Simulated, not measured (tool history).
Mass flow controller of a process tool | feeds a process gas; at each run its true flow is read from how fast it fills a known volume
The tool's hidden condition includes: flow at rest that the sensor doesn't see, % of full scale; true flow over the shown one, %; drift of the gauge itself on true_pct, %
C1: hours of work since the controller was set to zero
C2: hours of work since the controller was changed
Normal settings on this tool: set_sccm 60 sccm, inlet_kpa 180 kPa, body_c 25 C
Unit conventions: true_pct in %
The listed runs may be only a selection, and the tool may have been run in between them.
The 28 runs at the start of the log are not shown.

run 29 hour=2630.6 | set_sccm=13 inlet_kpa=219 body_c=34 | C1=3878 C2=3878 | true_pct=89.77
run 30 hour=2755.9 | set_sccm=10 inlet_kpa=249 body_c=28 | C1=3948 C2=3948 | true_pct=87.78
run 31 hour=2863 | set_sccm=33 inlet_kpa=249 body_c=28 | C1=4008 C2=4008 | true_pct=95.12
run 32 hour=2917.2 | set_sccm=27 inlet_kpa=180 body_c=25 | C1=4038 C2=4038 | true_pct=94.61
run 33 hour=3019.5 | set_sccm=53 inlet_kpa=168 body_c=25 | C1=4095 C2=4095 | true_pct=96.7
run 34 hour=3080.7 | set_sccm=53 inlet_kpa=168 body_c=25 | C1=4130 C2=4130 | true_pct=96.74
run 35 hour=3156.9 | set_sccm=60 inlet_kpa=200 body_c=25 | C1=4172 C2=4172 | true_pct=96.92
run 36 hour=3224.1 | set_sccm=38 inlet_kpa=214 body_c=39 | C1=4210 C2=4210 | true_pct=94.29
run 37 hour=3291.6 | set_sccm=37 inlet_kpa=214 body_c=39 | C1=4247 C2=4247 | true_pct=94.16
run 38 hour=3369.3 | set_sccm=60 inlet_kpa=147 body_c=25 | C1=4291 C2=4291 | true_pct=97.01
run 39 hour=3494.5 | set_sccm=60 inlet_kpa=147 body_c=25 | C1=4361 C2=4361 | true_pct=96.87
run 40 hour=3612.1 | set_sccm=60 inlet_kpa=180 body_c=26 | C1=4427 C2=4427 | true_pct=96.71
run 41 hour=3730.4 | set_sccm=60 inlet_kpa=180 body_c=26 | C1=4493 C2=4493 | true_pct=96.63
run 42 hour=3837.8 | set_sccm=84 inlet_kpa=223 body_c=30 | C1=4553 C2=4553 | true_pct=97.03
run 43 hour=3948.6 | set_sccm=84 inlet_kpa=223 body_c=30 | C1=4615 C2=4615 | true_pct=96.98
run 44 hour=4059.9 | set_sccm=32 inlet_kpa=180 body_c=25 | C1=4677 C2=4677 | true_pct=94.65
run 45 hour=4124.3 | set_sccm=32 inlet_kpa=180 body_c=25 | C1=4713 C2=4713 | true_pct=94.64
run 46 hour=4238 | set_sccm=32 inlet_kpa=180 body_c=25 | C1=4776 C2=4776 | true_pct=94.51
run 47 hour=4304.9 | set_sccm=26 inlet_kpa=174 body_c=34 | C1=4814 C2=4814 | true_pct=92.72

Branching from run 47: 4 alternative next runs. What would each branch give?
run A hour=4393.4 | set_sccm=26 inlet_kpa=174 body_c=31 | C1=4863 C2=4863 | true_pct=?
run B hour=4393.4 | set_sccm=90 inlet_kpa=157 body_c=27 | C1=4863 C2=4863 | true_pct=?
run C hour=4393.4 | set_sccm=64 inlet_kpa=253 body_c=22 | C1=4863 C2=4863 | true_pct=?
run D hour=4393.4 | set_sccm=26 inlet_kpa=207 body_c=34 | C1=4863 C2=4863 | true_pct=?

run=A true_pct=93
run=B true_pct=97.44
run=C true_pct=96.94
run=D true_pct=92.58
The same runs, with their run-to-run variation unchanged, on a tool lacking any hidden condition would have given:
run=A true_pct=98.89
run=B true_pct=99.88
run=C true_pct=99.94
run=D true_pct=98.46
